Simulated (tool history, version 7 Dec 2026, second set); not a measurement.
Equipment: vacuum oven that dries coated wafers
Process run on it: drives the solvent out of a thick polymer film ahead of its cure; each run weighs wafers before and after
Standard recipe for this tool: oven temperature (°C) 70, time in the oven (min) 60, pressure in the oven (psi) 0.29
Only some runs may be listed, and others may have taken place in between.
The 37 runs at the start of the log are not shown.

| run | hour | oven temperature (°C) | time in the oven (min) | pressure in the oven (psi) | solvent left in the film (%) |
|---|---|---|---|---|---|
| 38 | 458.4 | 61 | 59 | 0.377 | 8.02 |
| 39 | 474.3 | 57 | 60 | 0.29 | 8.6 |
| 40 | 488.1 | 58 | 33 | 0.258 | 10.53 |
| 41 | 497.3 | 57 | 33 | 0.247 | 11.01 |
| 42 | 511 | 72 | 45 | 1.053 | 10.2 |
| 43 | 518.6 | 72 | 45 | 1.053 | 10.3 |
| 44 | 528.4 | 57 | 76 | 0.29 | 7.54 |
| 45 | 544.7 | 57 | 76 | 0.29 | 7.73 |
| 46 | 561.3 | 57 | 76 | 0.29 | 7.67 |
| 47 | 573.6 | 78 | 37 | 0.268 | 3.21 |

Forecast each of these 4 alternatives for the next run:
| A | 588.5 | 61 | 39 | 0.634 | ? |
| B | 588.5 | 70 | 54 | 0.959 | ? |
| C | 588.5 | 76 | 36 | 0.161 | ? |
| D | 588.5 | 83 | 37 | 0.268 | ? |

| run | solvent left in the film (%) |
|---|---|
| A | 12.24 |
| B | 9.96 |
| C | 3.11 |
| D | 2.22 |
With the hidden condition removed and each run's random variation left untouched, the same runs would have given:
| run | solvent left in the film (%) |
|---|---|
| A | 11.41 |
| B | 9.2 |
| C | 2.65 |
| D | 1.9 |
